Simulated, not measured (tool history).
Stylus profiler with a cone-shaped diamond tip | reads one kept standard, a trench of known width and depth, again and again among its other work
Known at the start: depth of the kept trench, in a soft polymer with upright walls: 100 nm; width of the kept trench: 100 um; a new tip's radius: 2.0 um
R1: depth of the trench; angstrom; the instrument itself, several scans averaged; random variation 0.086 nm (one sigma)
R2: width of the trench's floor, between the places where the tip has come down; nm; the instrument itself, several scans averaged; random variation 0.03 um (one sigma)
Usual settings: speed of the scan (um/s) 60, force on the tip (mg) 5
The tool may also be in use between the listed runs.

{"run": 1, "hour": 0.0, "speed of the scan (um/s)": 60, "force on the tip (mg)": 5, "R1": 1014.6, "R2": 98290}
{"run": 2, "hour": 41.6, "speed of the scan (um/s)": 60, "force on the tip (mg)": 5, "R1": 1014.7, "R2": 98300}
{"run": 3, "hour": 89.8, "speed of the scan (um/s)": 60, "force on the tip (mg)": 5, "R1": 1013.3, "R2": 98280}
{"run": 4, "hour": 127.6, "speed of the scan (um/s)": 74, "force on the tip (mg)": 5, "R1": 1015.4, "R2": 98170}
{"run": 5, "hour": 156.9, "speed of the scan (um/s)": 74, "force on the tip (mg)": 3.21, "R1": 1009.1, "R2": 98150}
{"run": 6, "hour": 194.1, "speed of the scan (um/s)": 74, "force on the tip (mg)": 3.21, "R1": 1011, "R2": 98100}
{"run": 7, "hour": 223.5, "speed of the scan (um/s)": 74, "force on the tip (mg)": 3.21, "R1": 1010.1, "R2": 98150}
{"run": 8, "hour": 257.8, "speed of the scan (um/s)": 74, "force on the tip (mg)": 3.21, "R1": 1010.6, "R2": 98130}
{"run": 9, "hour": 301.3, "speed of the scan (um/s)": 74, "force on the tip (mg)": 3.21, "R1": 1009.5, "R2": 98160}
{"run": 10, "hour": 339.2, "speed of the scan (um/s)": 74, "force on the tip (mg)": 3.21, "R1": 1010.3, "R2": 98150}
{"run": 11, "hour": 372.4, "speed of the scan (um/s)": 74, "force on the tip (mg)": 2.4, "R1": 1007.1, "R2": 98060}
{"run": 12, "hour": 403.5, "speed of the scan (um/s)": 181, "force on the tip (mg)": 13.14, "R1": 1030.8, "R2": 98070}
{"hour": 407.3, "done": "height scale calibrated on a step standard"}
{"run": 13, "hour": 455.2, "speed of the scan (um/s)": 197, "force on the tip (mg)": 1.7, "R1": 1005, "R2": 97020}
{"run": 14, "hour": 494.6, "speed of the scan (um/s)": 38, "force on the tip (mg)": 10.39, "R1": 1022.5, "R2": 98430}
{"hour": 529.3, "done": "height scale calibrated on a step standard, once more"}
{"run": 15, "hour": 537.0, "speed of the scan (um/s)": 38, "force on the tip (mg)": 10.39, "R1": 1026.8, "R2": 98410}

Forecast run 16:
{"run": 16, "hour": 562.2, "speed of the scan (um/s)": 68, "force on the tip (mg)": 5.63, "R1": "?", "R2": "?"}

R1: 1018 angstrom
R2: 98210 nm
Without the tool's hidden state the same run would have given R1 1018.1 angstrom, R2 98440 nm.
